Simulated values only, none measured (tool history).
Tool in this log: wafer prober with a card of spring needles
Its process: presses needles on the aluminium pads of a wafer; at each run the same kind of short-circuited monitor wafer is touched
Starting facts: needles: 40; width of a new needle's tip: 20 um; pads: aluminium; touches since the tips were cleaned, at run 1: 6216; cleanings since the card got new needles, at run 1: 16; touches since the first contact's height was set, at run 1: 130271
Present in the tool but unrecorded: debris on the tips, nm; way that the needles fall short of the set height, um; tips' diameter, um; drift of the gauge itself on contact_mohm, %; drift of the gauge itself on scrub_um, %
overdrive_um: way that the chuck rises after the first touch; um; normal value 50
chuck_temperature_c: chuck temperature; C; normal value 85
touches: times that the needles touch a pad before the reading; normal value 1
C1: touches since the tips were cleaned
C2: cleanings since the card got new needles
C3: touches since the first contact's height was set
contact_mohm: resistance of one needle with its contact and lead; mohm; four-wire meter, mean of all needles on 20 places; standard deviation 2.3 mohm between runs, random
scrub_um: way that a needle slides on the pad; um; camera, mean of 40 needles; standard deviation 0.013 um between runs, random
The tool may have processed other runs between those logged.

{"run": 1, "day": 0.0, "overdrive_um": 50, "chuck_temperature_c": 85, "touches": 1, "C1": 6216, "C2": 16, "C3": 130271, "contact_mohm": 259, "scrub_um": 6.63}
{"day": 0.054, "done": "tips cleaned on abrasive film"}
{"run": 2, "day": 0.688, "overdrive_um": 50, "chuck_temperature_c": 90, "touches": 1, "C1": 6535, "C2": 17, "C3": 137316, "contact_mohm": 266, "scrub_um": 6.64}
{"day": 0.758, "done": "tips cleaned on abrasive film"}
{"run": 3, "day": 1.346, "overdrive_um": 50, "chuck_temperature_c": 90, "touches": 1, "C1": 6086, "C2": 18, "C3": 144067, "contact_mohm": 265, "scrub_um": 6.6}
{"day": 1.412, "done": "tips cleaned on abrasive film"}
{"run": 4, "day": 1.662, "overdrive_um": 50, "chuck_temperature_c": 90, "touches": 1, "C1": 2575, "C2": 19, "C3": 147272, "contact_mohm": 269, "scrub_um": 6.65}
{"day": 2.104, "done": "tips cleaned on abrasive film"}
{"run": 5, "day": 2.267, "overdrive_um": 50, "chuck_temperature_c": 90, "touches": 1, "C1": 1677, "C2": 20, "C3": 153455, "contact_mohm": 263, "scrub_um": 6.65}
{"run": 6, "day": 2.712, "overdrive_um": 31, "chuck_temperature_c": 85, "touches": 1, "C1": 6267, "C2": 20, "C3": 158045, "contact_mohm": 281, "scrub_um": 4.09}
{"day": 2.8, "done": "tips cleaned on abrasive film"}
{"day": 2.917, "done": "height of the first contact set anew"}
{"run": 7, "day": 3.192, "overdrive_um": 50, "chuck_temperature_c": 85, "touches": 1, "C1": 3931, "C2": 21, "C3": 2826, "contact_mohm": 260, "scrub_um": 6.6}
{"day": 3.488, "done": "tips cleaned on abrasive film"}
{"run": 8, "day": 3.833, "overdrive_um": 50, "chuck_temperature_c": 85, "touches": 1, "C1": 3580, "C2": 22, "C3": 9390, "contact_mohm": 263, "scrub_um": 6.6}
{"day": 4.167, "done": "tips cleaned on abrasive film"}
{"run": 9, "day": 4.3, "overdrive_um": 50, "chuck_temperature_c": 85, "touches": 1, "C1": 1381, "C2": 23, "C3": 14165, "contact_mohm": 259, "scrub_um": 6.61}
{"run": 10, "day": 4.604, "overdrive_um": 50, "chuck_temperature_c": 85, "touches": 1, "C1": 4490, "C2": 23, "C3": 17274, "contact_mohm": 264, "scrub_um": 6.57}
{"day": 4.838, "done": "tips cleaned on abrasive film"}
{"run": 11, "day": 5.329, "overdrive_um": 50, "chuck_temperature_c": 85, "touches": 1, "C1": 5084, "C2": 24, "C3": 24719, "contact_mohm": 262, "scrub_um": 6.6}
{"day": 5.521, "done": "tips cleaned on abrasive film"}
{"run": 12, "day": 5.729, "overdrive_um": 50, "chuck_temperature_c": 85, "touches": 3, "C1": 2153, "C2": 25, "C3": 28786, "contact_mohm": 260, "scrub_um": 6.59}
{"day": 6.196, "done": "tips cleaned on abrasive film"}
{"run": 13, "day": 6.262, "overdrive_um": 50, "chuck_temperature_c": 85, "touches": 3, "C1": 690, "C2": 26, "C3": 34237, "contact_mohm": 255, "scrub_um": 6.56}
{"run": 14, "day": 6.717, "overdrive_um": 50, "chuck_temperature_c": 85, "touches": 1, "C1": 5365, "C2": 26, "C3": 38912, "contact_mohm": 262, "scrub_um": 6.56}
{"day": 6.888, "done": "tips cleaned on abrasive film"}
{"run": 15, "day": 7.325, "overdrive_um": 32, "chuck_temperature_c": 85, "touches": 2, "C1": 4475, "C2": 27, "C3": 45135, "contact_mohm": 280, "scrub_um": 4.21}
{"day": 7.546, "done": "tips cleaned on abrasive film"}
{"run": 16, "day": 7.692, "overdrive_um": 58, "chuck_temperature_c": 94, "touches": 2, "C1": 1532, "C2": 28, "C3": 48900, "contact_mohm": 259, "scrub_um": 7.6}
{"run": 17, "day": 8.075, "overdrive_um": 58, "chuck_temperature_c": 43, "touches": 2, "C1": 5453, "C2": 28, "C3": 52821, "contact_mohm": 244, "scrub_um": 7.59}
{"day": 8.246, "done": "tips cleaned on abrasive film"}
{"run": 18, "day": 8.583, "overdrive_um": 35, "chuck_temperature_c": 43, "touches": 3, "C1": 3490, "C2": 29, "C3": 58047, "contact_mohm": 261, "scrub_um": 4.59}
{"day": 8.921, "done": "tips cleaned on abrasive film"}
{"run": 19, "day": 9.262, "overdrive_um": 50, "chuck_temperature_c": 83, "touches": 2, "C1": 3503, "C2": 30, "C3": 64963, "contact_mohm": 265, "scrub_um": 6.54}
{"day": 9.612, "done": "tips cleaned on abrasive film"}
{"run": 20, "day": 9.921, "overdrive_um": 49, "chuck_temperature_c": 84, "touches": 2, "C1": 3162, "C2": 31, "C3": 71707, "contact_mohm": 260, "scrub_um": 6.39}
{"day": 10.296, "done": "tips cleaned on abrasive film"}
{"run": 21, "day": 10.471, "overdrive_um": 63, "chuck_temperature_c": 85, "touches": 1, "C1": 1777, "C2": 32, "C3": 77338, "contact_mohm": 257, "scrub_um": 8.21}
{"run": 22, "day": 10.808, "overdrive_um": 41, "chuck_temperature_c": 37, "touches": 3, "C1": 5245, "C2": 32, "C3": 80806, "contact_mohm": 254, "scrub_um": 5.35}
{"day": 10.958, "done": "tips cleaned on abrasive film"}
{"run": 23, "day": 11.154, "overdrive_um": 61, "chuck_temperature_c": 37, "touches": 2, "C1": 2044, "C2": 33, "C3": 84358, "contact_mohm": 243, "scrub_um": 7.97}
{"day": 11.646, "done": "tips cleaned on abrasive film"}
{"run": 24, "day": 11.817, "overdrive_um": 50, "chuck_temperature_c": 52, "touches": 3, "C1": 1782, "C2": 34, "C3": 91143, "contact_mohm": 255, "scrub_um": 6.5}
{"run": 25, "day": 12.267, "overdrive_um": 50, "chuck_temperature_c": 62, "touches": 1, "C1": 6411, "C2": 34, "C3": 95772, "contact_mohm": 257, "scrub_um": 6.47}
{"day": 12.321, "done": "tips cleaned on abrasive film"}
{"run": 26, "day": 12.775, "overdrive_um": 50, "chuck_temperature_c": 62, "touches": 1, "C1": 4666, "C2": 35, "C3": 100940, "contact_mohm": 254, "scrub_um": 6.49}
{"day": 13.008, "done": "tips cleaned on abrasive film"}
{"run": 27, "day": 13.121, "overdrive_um": 50, "chuck_temperature_c": 62, "touches": 1, "C1": 1196, "C2": 36, "C3": 104496, "contact_mohm": 251, "scrub_um": 6.51}
{"run": 28, "day": 13.617, "overdrive_um": 58, "chuck_temperature_c": 87, "touches": 2, "C1": 6287, "C2": 36, "C3": 109587, "contact_mohm": 257, "scrub_um": 7.5}

Results for each run, recomputed without the tool's hidden state and with each run's random variation untouched:
run=1 scrub_um=6.63
run=2 scrub_um=6.65
run=3 scrub_um=6.62
run=4 scrub_um=6.67
run=5 scrub_um=6.67
run=6 scrub_um=4.11
run=7 scrub_um=6.64
run=8 scrub_um=6.65
run=9 scrub_um=6.66
run=10 scrub_um=6.62
run=11 scrub_um=6.66
run=12 scrub_um=6.66
run=13 scrub_um=6.63
run=14 scrub_um=6.64
run=15 scrub_um=4.26
run=16 scrub_um=7.71
run=17 scrub_um=7.7
run=18 scrub_um=4.66
run=19 scrub_um=6.65
run=20 scrub_um=6.51
run=21 scrub_um=8.37
run=22 scrub_um=5.46
run=23 scrub_um=8.13
run=24 scrub_um=6.64
run=25 scrub_um=6.62
run=26 scrub_um=6.65
run=27 scrub_um=6.67
run=28 scrub_um=7.69
contact_mohm without the hidden state stays within 1 mohm of what was measured, in all runs.
